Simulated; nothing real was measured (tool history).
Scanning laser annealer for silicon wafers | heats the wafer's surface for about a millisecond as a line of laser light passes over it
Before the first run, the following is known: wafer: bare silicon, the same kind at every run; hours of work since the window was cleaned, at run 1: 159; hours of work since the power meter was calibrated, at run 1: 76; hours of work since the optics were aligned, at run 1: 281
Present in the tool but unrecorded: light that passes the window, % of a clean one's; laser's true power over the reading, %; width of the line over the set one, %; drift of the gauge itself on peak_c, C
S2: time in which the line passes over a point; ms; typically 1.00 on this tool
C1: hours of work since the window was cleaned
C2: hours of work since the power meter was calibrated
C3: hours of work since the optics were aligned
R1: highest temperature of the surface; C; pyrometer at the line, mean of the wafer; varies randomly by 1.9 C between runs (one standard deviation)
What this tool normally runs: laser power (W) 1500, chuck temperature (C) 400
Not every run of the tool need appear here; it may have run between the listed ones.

run 1 hour=0.0 | laser_power_(W)=1500 S2=1.00 chuck_temperature_(C)=400 | C1=159 C2=76 C3=281 | R1=1156
run 2 hour=19.1 | laser_power_(W)=1500 S2=1.00 chuck_temperature_(C)=400 | C1=174 C2=91 C3=296 | R1=1154
run 3 hour=55.0 | laser_power_(W)=1500 S2=1.00 chuck_temperature_(C)=400 | C1=203 C2=119 C3=325 | R1=1155
run 4 hour=86.8 | laser_power_(W)=1500 S2=1.00 chuck_temperature_(C)=400 | C1=228 C2=144 C3=350 | R1=1154
run 5 hour=122.9 | laser_power_(W)=1500 S2=1.00 chuck_temperature_(C)=400 | C1=256 C2=173 C3=378 | R1=1151
run 6 hour=158.2 | laser_power_(W)=1500 S2=0.90 chuck_temperature_(C)=400 | C1=284 C2=200 C3=406 | R1=1119
run 7 hour=173.9 | laser_power_(W)=1500 S2=1.00 chuck_temperature_(C)=400 | C1=296 C2=213 C3=418 | R1=1155
run 8 hour=202.0 | laser_power_(W)=1500 S2=1.00 chuck_temperature_(C)=400 | C1=318 C2=235 C3=440 | R1=1155
run 9 hour=235.2 | laser_power_(W)=1500 S2=1.00 chuck_temperature_(C)=400 | C1=344 C2=261 C3=466 | R1=1152
run 10 hour=267.3 | laser_power_(W)=1500 S2=0.75 chuck_temperature_(C)=400 | C1=370 C2=286 C3=492 | R1=1062
run 11 hour=293.0 | laser_power_(W)=1500 S2=0.75 chuck_temperature_(C)=400 | C1=390 C2=306 C3=512 | R1=1062
run 12 hour=322.6 | laser_power_(W)=1500 S2=0.75 chuck_temperature_(C)=400 | C1=413 C2=330 C3=535 | R1=1064
run 13 hour=349.2 | laser_power_(W)=1500 S2=1.00 chuck_temperature_(C)=380 | C1=434 C2=351 C3=556 | R1=1137
-- hour=357.9 window over the wafer cleaned
run 14 hour=376.2 | laser_power_(W)=1500 S2=1.00 chuck_temperature_(C)=380 | C1=14 C2=370 C3=576 | R1=1135
run 15 hour=395.4 | laser_power_(W)=1500 S2=1.00 chuck_temperature_(C)=400 | C1=30 C2=385 C3=591 | R1=1156
run 16 hour=428.7 | laser_power_(W)=1500 S2=1.00 chuck_temperature_(C)=432 | C1=56 C2=412 C3=617 | R1=1190
run 17 hour=463.3 | laser_power_(W)=1452 S2=1.00 chuck_temperature_(C)=400 | C1=83 C2=439 C3=644 | R1=1125
run 18 hour=487.7 | laser_power_(W)=1452 S2=1.00 chuck_temperature_(C)=400 | C1=102 C2=458 C3=663 | R1=1128
run 19 hour=514.4 | laser_power_(W)=1432 S2=0.95 chuck_temperature_(C)=400 | C1=123 C2=479 C3=684 | R1=1098
run 20 hour=541.2 | laser_power_(W)=1432 S2=0.71 chuck_temperature_(C)=420 | C1=144 C2=500 C3=706 | R1=1031
run 21 hour=572.9 | laser_power_(W)=1282 S2=0.81 chuck_temperature_(C)=392 | C1=169 C2=525 C3=730 | R1=960
run 22 hour=593.6 | laser_power_(W)=1282 S2=0.81 chuck_temperature_(C)=392 | C1=186 C2=541 C3=747 | R1=963
run 23 hour=616.2 | laser_power_(W)=1400 S2=1.10 chuck_temperature_(C)=422 | C1=203 C2=559 C3=764 | R1=1149
run 24 hour=634.0 | laser_power_(W)=1400 S2=1.10 chuck_temperature_(C)=422 | C1=217 C2=573 C3=778 | R1=1147
run 25 hour=651.0 | laser_power_(W)=1400 S2=1.10 chuck_temperature_(C)=422 | C1=231 C2=586 C3=792 | R1=1147
-- hour=667.3 optics aligned, line set to its width
run 26 hour=683.1 | laser_power_(W)=1418 S2=0.71 chuck_temperature_(C)=400 | C1=252 C2=608 C3=12 | R1=1001
run 27 hour=701.6 | laser_power_(W)=1500 S2=0.89 chuck_temperature_(C)=385 | C1=267 C2=622 C3=27 | R1=1100
run 28 hour=716.5 | laser_power_(W)=1378 S2=0.79 chuck_temperature_(C)=397 | C1=278 C2=634 C3=39 | R1=1013
run 29 hour=746.0 | laser_power_(W)=1467 S2=1.14 chuck_temperature_(C)=376 | C1=301 C2=657 C3=62 | R1=1155
run 30 hour=778.3 | laser_power_(W)=1467 S2=1.14 chuck_temperature_(C)=376 | C1=327 C2=683 C3=87 | R1=1154
run 31 hour=801.7 | laser_power_(W)=1467 S2=0.92 chuck_temperature_(C)=416 | C1=345 C2=701 C3=106 | R1=1120
run 32 hour=816.7 | laser_power_(W)=1598 S2=0.78 chuck_temperature_(C)=409 | C1=357 C2=713 C3=118 | R1=1136
run 33 hour=850.2 | laser_power_(W)=1612 S2=0.78 chuck_temperature_(C)=435 | C1=383 C2=739 C3=144 | R1=1169
run 34 hour=868.2 | laser_power_(W)=1612 S2=0.78 chuck_temperature_(C)=435 | C1=398 C2=753 C3=158 | R1=1172

Each row is a separate what-if for the run after 34, all from the same tool condition, not one after another. Results?
run A hour=899.9 | laser_power_(W)=1612 S2=0.78 chuck_temperature_(C)=401 | C1=423 C2=778 C3=183 | R1=?
run B hour=899.9 | laser_power_(W)=1500 S2=0.84 chuck_temperature_(C)=436 | C1=423 C2=778 C3=183 | R1=?
run C hour=899.9 | laser_power_(W)=1620 S2=0.74 chuck_temperature_(C)=398 | C1=423 C2=778 C3=183 | R1=?
run D hour=899.9 | laser_power_(W)=1612 S2=0.78 chuck_temperature_(C)=392 | C1=423 C2=778 C3=183 | R1=?

run=A R1=1136
run=B R1=1136
run=C R1=1119
run=D R1=1124
Stripped of hidden state, with their random variation kept, the same runs would have yielded:
run=A R1=1136
run=B R1=1136
run=C R1=1120
run=D R1=1124
